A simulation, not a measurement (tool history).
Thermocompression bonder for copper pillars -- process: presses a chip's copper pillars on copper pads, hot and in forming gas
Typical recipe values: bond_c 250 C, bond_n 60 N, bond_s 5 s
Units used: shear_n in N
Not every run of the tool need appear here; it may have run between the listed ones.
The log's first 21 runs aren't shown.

run,hour,bond_c,bond_n,bond_s,shear_n
22,187.1,264,60,6,85.0
23,198.5,264,60,6,85.5
24,209.1,264,60,6,85.2
25,216.1,264,60,6,85.6
26,221.8,221,83,3,52.3
27,228.5,229,85,13,94.0
28,240.4,274,60,7,96.0
29,245.9,274,60,7,95.4
30,255.1,232,87,7,80.6
31,260.6,232,87,7,81.7
32,266.4,250,90,3,74.9
33,275.0,270,64,3,75.2
34,284.3,265,64,11,102.2
35,290.2,265,66,11,103.9
36,301.6,265,66,11,103.2
37,311.2,251,50,11,82.4
38,319.6,251,41,11,74.9
39,329.9,251,41,11,74.2
40,340.9,251,41,11,73.2

Each row is a separate what-if for the run after 40, all from the same tool condition, not one after another. Results?
A,351.8,241,89,8,?
B,351.8,254,76,5,?
C,351.8,243,51,3,?

run,shear_n
A,90.7
B,82.2
C,47.9
What these runs would have given with no unlogged condition in the tool:
run,shear_n
A,98.5
B,89.8
C,53.4
